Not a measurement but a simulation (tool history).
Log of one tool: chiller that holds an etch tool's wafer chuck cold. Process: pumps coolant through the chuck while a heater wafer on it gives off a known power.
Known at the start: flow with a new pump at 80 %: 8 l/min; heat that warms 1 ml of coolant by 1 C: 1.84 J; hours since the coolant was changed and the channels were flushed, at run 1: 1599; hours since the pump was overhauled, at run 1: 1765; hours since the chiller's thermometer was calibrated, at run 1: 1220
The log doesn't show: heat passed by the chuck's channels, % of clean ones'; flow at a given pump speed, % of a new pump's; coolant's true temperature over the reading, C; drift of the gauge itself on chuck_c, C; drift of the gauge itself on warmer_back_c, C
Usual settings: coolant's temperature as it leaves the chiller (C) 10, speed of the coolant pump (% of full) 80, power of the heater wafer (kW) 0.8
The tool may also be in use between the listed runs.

run,hour,coolant's temperature as it leaves the chiller (C),speed of the coolant pump (% of full),power of the heater wafer (kW),hours since the coolant was changed and the channels were flushed,hours since the pump was overhauled,hours since the chiller's thermometer was calibrated,chuck's temperature once it has settled (C),how much warmer the coolant comes back (C)
1,0,10,80,0.8,1599,1765,1220,20.8,3.38
2,105.1,10,80,0.8,1704,1870,1325,21,3.41
3,179.5,10,80,0.8,1778,1945,1400,20.9,3.38
4,296.4,13,80,0.8,1895,2062,1517,24.1,3.42
5,400.8,13,80,0.8,1999,2166,1621,24.1,3.44
6,479.6,10,90,0.8,2078,2245,1700,20.4,3.07
7,563.4,10,90,0.894,2162,2329,1784,21.6,3.39
8,662.3,10,90,0.894,2261,2428,1882,21.5,3.43
9,716.8,10,90,0.894,2315,2482,1937,21.7,3.44
10,841.3,10,80,0.8,2440,2607,2062,21.4,3.45
11,947.8,10,80,0.8,2546,2713,2168,21.4,3.45
12,1028.5,10,80,0.8,2627,2794,2249,21.5,3.46
13,1088.9,10,80,0.8,2688,2854,2309,21.8,3.48
14,1152.6,10,80,0.8,2751,2918,2373,21.8,3.49
15,1256.6,10,74,0.8,2855,3022,2477,22.4,3.76
16,1346.9,10,80,0.8,2946,3112,2567,22,3.51
# hour 1374.6: chiller's thermometer calibrated
17,1455.4,10,80,0.8,3053,3220,81,21.3,3.5
18,1539.1,1,92,0.61,3137,3303,165,8.7,2.29
19,1607.7,17,63,0.51,3205,3372,233,25.9,2.87
20,1695.4,17,65,0.51,3293,3460,321,25.6,2.8
21,1803.6,10,80,0.835,3401,3568,429,22,3.63
22,1893.3,10,89,0.516,3491,3658,519,17.1,2.06
23,1965.4,10,89,0.516,3563,3730,591,17.1,2.08
24,2030.4,11,76,0.508,3628,3795,656,18.8,2.37
25,2095.5,7,75,0.679,3693,3860,721,17.5,3.22
26,2219,10,67,0.43,3817,3983,844,17.4,2.31
27,2302.4,8,80,0.8,3900,4067,928,19.9,3.55
28,2419,4,70,0.49,4017,4183,1044,12.2,2.53

Forecast run 29:
29,2516.6,10,62,0.743,4114,4281,1142,?,?

Run 29 gave chuck's temperature once it has settled (C) 23.6, how much warmer the coolant comes back (C) 4.38.
Without the tool's hidden state the same run would have given chuck's temperature once it has settled (C) 20.8, how much warmer the coolant comes back (C) 3.96.

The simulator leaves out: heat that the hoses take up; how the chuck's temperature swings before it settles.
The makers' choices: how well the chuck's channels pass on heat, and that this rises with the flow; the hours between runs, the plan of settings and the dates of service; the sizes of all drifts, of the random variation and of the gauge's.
